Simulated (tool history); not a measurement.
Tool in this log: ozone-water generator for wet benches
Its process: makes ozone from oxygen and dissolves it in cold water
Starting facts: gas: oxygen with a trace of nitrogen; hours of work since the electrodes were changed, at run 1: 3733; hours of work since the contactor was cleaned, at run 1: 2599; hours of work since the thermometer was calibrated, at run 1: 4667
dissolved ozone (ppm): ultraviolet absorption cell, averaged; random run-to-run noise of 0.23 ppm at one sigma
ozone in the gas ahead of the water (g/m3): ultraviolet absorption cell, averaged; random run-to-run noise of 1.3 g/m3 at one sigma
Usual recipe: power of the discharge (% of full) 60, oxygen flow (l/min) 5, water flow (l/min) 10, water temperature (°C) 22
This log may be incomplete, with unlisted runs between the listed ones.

| run | day | power of the discharge (% of full) | oxygen flow (l/min) | water flow (l/min) | water temperature (°C) | hours of work since the electrodes were changed | hours of work since the contactor was cleaned | hours of work since the thermometer was calibrated | dissolved ozone (ppm) | ozone in the gas ahead of the water (g/m3) |
|---|---|---|---|---|---|---|---|---|---|---|
| 1 | 0 | 60 | 5 | 10 | 22 | 3733 | 2599 | 4667 | 31 | 222.2 |
| 2 | 2.371 | 60 | 5 | 13 | 22 | 3788 | 2654 | 4723 | 26.7 | 220.2 |
|  | 2.742 | water thermometer calibrated |
| 3 | 6.683 | 60 | 5 | 13 | 22 | 3889 | 2755 | 92 | 26.7 | 220.1 |
| 4 | 10.029 | 60 | 5 | 13 | 22 | 3967 | 2833 | 171 | 26.5 | 220.1 |
| 5 | 12.304 | 75 | 5 | 10 | 22 | 4020 | 2886 | 224 | 34.9 | 253.5 |
| 6 | 16.6 | 75 | 5 | 10 | 22 | 4121 | 2987 | 324 | 34.9 | 254.4 |
| 7 | 18.992 | 60 | 5 | 10 | 22 | 4177 | 3043 | 380 | 30.2 | 217.5 |
| 8 | 21.05 | 60 | 5 | 10 | 22 | 4225 | 3091 | 429 | 30.3 | 219.5 |
| 9 | 23.504 | 60 | 5 | 10 | 22 | 4283 | 3148 | 486 | 29.9 | 219.8 |
| 10 | 25.579 | 60 | 4.3 | 10 | 22 | 4331 | 3197 | 535 | 30.6 | 235.1 |
|  | 28.892 | water thermometer calibrated, once more |
| 11 | 28.892 | 63 | 5 | 10 | 22 | 4408 | 3274 | 0 | 31.2 | 225 |
| 12 | 33.029 | 81 | 5 | 10 | 22 | 4505 | 3371 | 97 | 36 | 262.6 |
| 13 | 35.533 | 81 | 5 | 10 | 22 | 4564 | 3430 | 156 | 36.5 | 263 |
| 14 | 37.842 | 81 | 5 | 10 | 22 | 4618 | 3484 | 210 | 36.5 | 262.2 |
| 15 | 41.975 | 60 | 5 | 10 | 22 | 4715 | 3580 | 306 | 29.5 | 218.4 |
| 16 | 44.004 | 60 | 5 | 10 | 22 | 4762 | 3628 | 354 | 29.9 | 216.3 |
| 17 | 46.054 | 60 | 5 | 10 | 22 | 4810 | 3676 | 402 | 29.3 | 213.6 |
| 18 | 48.425 | 62 | 7.17 | 11 | 23 | 4866 | 3731 | 457 | 26.1 | 180.3 |
| 19 | 51.004 | 73 | 4.08 | 11 | 16 | 4926 | 3792 | 518 | 35.8 | 268.8 |
| 20 | 53.154 | 89 | 5.84 | 8 | 22 | 4976 | 3842 | 568 | 40 | 251.2 |
| 21 | 56.471 | 89 | 5.84 | 8 | 22 | 5054 | 3920 | 646 | 40 | 248.5 |
| 22 | 59.767 | 89 | 3.85 | 12 | 22 | 5131 | 3997 | 723 | 34.8 | 308.7 |
| 23 | 61.9 | 60 | 5 | 10 | 23 | 5181 | 4047 | 773 | 28.3 | 210.4 |
| 24 | 64.475 | 60 | 5 | 10 | 23 | 5241 | 4107 | 833 | 28.5 | 212.6 |
| 25 | 67.825 | 85 | 7.97 | 9 | 27 | 5320 | 4186 | 912 | 30.4 | 206.4 |
| 26 | 72.362 | 85 | 7.08 | 9 | 28 | 5426 | 4292 | 1018 | 29.9 | 216.8 |
| 27 | 74.871 | 85 | 7.08 | 9 | 28 | 5485 | 4350 | 1076 | 29.9 | 214.9 |
| 28 | 78.071 | 48 | 6.2 | 7 | 15 | 5560 | 4425 | 1151 | 32.8 | 163.1 |
| 29 | 80.162 | 48 | 6.2 | 7 | 15 | 5609 | 4474 | 1200 | 32.6 | 161.8 |
| 30 | 84.567 | 60 | 5 | 11 | 22 | 5712 | 4577 | 1303 | 26.6 | 206.3 |
| 31 | 88.046 | 91 | 4.06 | 7 | 22 | 5793 | 4659 | 1385 | 45.1 | 296.4 |

Alternative continuations, all from the tool just after run 31; predict every row:
| A | 91.921 | 91 | 4.06 | 13 | 25 | 5884 | 4750 | 1476 | ? | ? |
| B | 91.921 | 60 | 5 | 14 | 22 | 5884 | 4750 | 1476 | ? | ? |
| C | 91.921 | 100 | 7.76 | 8 | 22 | 5884 | 4750 | 1476 | ? | ? |
| D | 91.921 | 91 | 5.65 | 7 | 22 | 5884 | 4750 | 1476 | ? | ? |

| run | dissolved ozone (ppm) | ozone in the gas ahead of the water (g/m3) |
|---|---|---|
| A | 30.6 | 294.5 |
| B | 23.5 | 205.3 |
| C | 38.4 | 225.7 |
| D | 41.8 | 249.2 |
With the hidden condition removed and each run's random variation left untouched, the same runs would have given:
| run | dissolved ozone (ppm) | ozone in the gas ahead of the water (g/m3) |
|---|---|---|
| A | 40.2 | 374 |
| B | 29.2 | 246.1 |
| C | 51 | 290.2 |
| D | 54.6 | 316.7 |
